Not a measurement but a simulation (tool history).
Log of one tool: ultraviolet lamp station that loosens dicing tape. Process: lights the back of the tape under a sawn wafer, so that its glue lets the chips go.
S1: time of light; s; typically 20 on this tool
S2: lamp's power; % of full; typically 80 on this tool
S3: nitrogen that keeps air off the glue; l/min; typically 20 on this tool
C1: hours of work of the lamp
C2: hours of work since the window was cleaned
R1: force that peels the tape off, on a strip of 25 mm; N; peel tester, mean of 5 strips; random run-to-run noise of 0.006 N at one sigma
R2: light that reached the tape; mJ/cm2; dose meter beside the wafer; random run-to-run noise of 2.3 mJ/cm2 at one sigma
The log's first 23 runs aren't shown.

{"run": 24, "day": 69.708, "S1": 20, "S2": 90, "S3": 16, "C1": 143, "C2": 128, "R1": 0.185, "R2": 227}
{"run": 25, "day": 73.292, "S1": 26, "S2": 73, "S3": 11, "C1": 202, "C2": 187, "R1": 0.251, "R2": 239}
{"run": 26, "day": 76.792, "S1": 36, "S2": 80, "S3": 9, "C1": 260, "C2": 245, "R1": 0.113, "R2": 349}
{"run": 27, "day": 78.617, "S1": 13, "S2": 80, "S3": 39, "C1": 290, "C2": 275, "R1": 0.373, "R2": 123}
{"run": 28, "day": 81.75, "S1": 20, "S2": 61, "S3": 11, "C1": 342, "C2": 326, "R1": 0.711, "R2": 141}
{"run": 29, "day": 85.675, "S1": 20, "S2": 61, "S3": 38, "C1": 406, "C2": 391, "R1": 0.303, "R2": 134}
{"day": 89.046, "done": "window cleaned of glue's vapour"}
{"run": 30, "day": 89.842, "S1": 20, "S2": 61, "S3": 38, "C1": 475, "C2": 13, "R1": 0.239, "R2": 152}
{"run": 31, "day": 93.842, "S1": 20, "S2": 61, "S3": 38, "C1": 540, "C2": 79, "R1": 0.257, "R2": 149}
{"run": 32, "day": 95.762, "S1": 20, "S2": 64, "S3": 32, "C1": 572, "C2": 111, "R1": 0.293, "R2": 156}
{"run": 33, "day": 99.625, "S1": 36, "S2": 75, "S3": 26, "C1": 636, "C2": 174, "R1": 0.071, "R2": 314}
{"run": 34, "day": 101.888, "S1": 13, "S2": 98, "S3": 36, "C1": 673, "C2": 211, "R1": 0.284, "R2": 146}
{"run": 35, "day": 105.579, "S1": 20, "S2": 100, "S3": 10, "C1": 734, "C2": 272, "R1": 0.316, "R2": 222}
{"run": 36, "day": 108.388, "S1": 13, "S2": 60, "S3": 20, "C1": 780, "C2": 318, "R1": 1.065, "R2": 82}
{"run": 37, "day": 111.858, "S1": 13, "S2": 60, "S3": 20, "C1": 837, "C2": 376, "R1": 1.117, "R2": 83}

Here are 4 independent what-if runs from the current tool condition. What would each one return?
{"run": "A", "day": 113.95, "S1": 13, "S2": 68, "S3": 20, "C1": 871, "C2": 410, "R1": "?", "R2": "?"}
{"run": "B", "day": 113.95, "S1": 20, "S2": 92, "S3": 20, "C1": 871, "C2": 410, "R1": "?", "R2": "?"}
{"run": "C", "day": 113.95, "S1": 20, "S2": 78, "S3": 7, "C1": 871, "C2": 410, "R1": "?", "R2": "?"}
{"run": "D", "day": 113.95, "S1": 17, "S2": 60, "S3": 20, "C1": 871, "C2": 410, "R1": "?", "R2": "?"}

run=A R1=0.960 R2=90
run=B R1=0.254 R2=190
run=C R1=0.798 R2=158
run=D R1=0.767 R2=106
Take away the tool's hidden state, keep each run's random variation, and the runs would have read:
run=A R1=0.606 R2=121
run=B R1=0.128 R2=255
run=C R1=0.474 R2=212
run=D R1=0.451 R2=142

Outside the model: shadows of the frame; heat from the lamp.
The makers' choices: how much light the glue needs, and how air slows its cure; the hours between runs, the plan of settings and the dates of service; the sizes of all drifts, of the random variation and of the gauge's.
